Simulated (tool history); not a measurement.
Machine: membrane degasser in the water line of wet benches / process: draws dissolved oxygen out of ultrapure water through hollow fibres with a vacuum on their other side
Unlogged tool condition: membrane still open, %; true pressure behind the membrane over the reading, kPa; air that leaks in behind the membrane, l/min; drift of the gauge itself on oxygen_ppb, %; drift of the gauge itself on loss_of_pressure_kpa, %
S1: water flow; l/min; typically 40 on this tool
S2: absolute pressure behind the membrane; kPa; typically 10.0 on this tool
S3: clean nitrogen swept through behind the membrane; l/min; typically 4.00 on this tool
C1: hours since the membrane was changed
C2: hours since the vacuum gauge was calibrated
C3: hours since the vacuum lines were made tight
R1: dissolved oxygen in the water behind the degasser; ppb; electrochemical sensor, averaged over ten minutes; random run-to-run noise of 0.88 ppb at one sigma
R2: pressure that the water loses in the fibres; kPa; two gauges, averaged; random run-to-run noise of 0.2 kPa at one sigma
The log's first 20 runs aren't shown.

Run 21, day 45.933: usual settings but S3 5.34 l/min; C1 3231; C2 5117; C3 413. Result: R1 127.7 ppb, R2 46.21 kPa.
Run 22, day 47.571: usual settings but S3 5.34 l/min; C1 3270; C2 5156; C3 452. Result: R1 127.1 ppb, R2 45.95 kPa.
Run 23, day 50.642: usual settings but S3 5.34 l/min; C1 3344; C2 5230; C3 526. Result: R1 128.1 ppb, R2 45.96 kPa.
Run 24, day 53.567: usual settings but S1 35 l/min, S2 19.4 kPa, S3 3.66 l/min; C1 3414; C2 5300; C3 596. Result: R1 363.3 ppb, R2 40.45 kPa.
Run 25, day 55.950: usual settings but S1 24 l/min, S3 2.25 l/min; C1 3471; C2 5357; C3 653. Result: R1 172.7 ppb, R2 27.67 kPa.
Run 26, day 57.471: usual settings but S1 57 l/min, S2 9.1 kPa; C1 3508; C2 5394; C3 690. Result: R1 215.9 ppb, R2 66.21 kPa.
Run 27, day 59.592: usual settings but S1 57 l/min, S2 11.6 kPa; C1 3559; C2 5444; C3 741. Result: R1 293.7 ppb, R2 65.79 kPa.
Run 28, day 60.946: usual settings but S1 57 l/min, S2 11.6 kPa; C1 3591; C2 5477; C3 773. Result: R1 294.6 ppb, R2 66.01 kPa.
Run 29, day 63.054: usual settings but S1 26 l/min, S2 11.6 kPa; C1 3642; C2 5528; C3 824. Result: R1 133.9 ppb, R2 30.05 kPa.
Run 30, day 64.483: usual settings but S1 64 l/min, S2 12.4 kPa, S3 1.96 l/min; C1 3676; C2 5562; C3 858. Result: R1 630.5 ppb, R2 74.02 kPa.

Run 31, settings as shown, results not yet in. Your forecast:
Run 31, day 66.800: usual settings but S1 49 l/min, S2 7.9 kPa, S3 1.83 l/min; C1 3732; C2 5617; C3 914. Result: R1 ?, R2 ?.

Run 31 yielded R1 283.8 ppb, R2 56.52 kPa.
Minus the tool's unlogged condition, the same run would have read R1 271.2 ppb, R2 55.77 kPa.
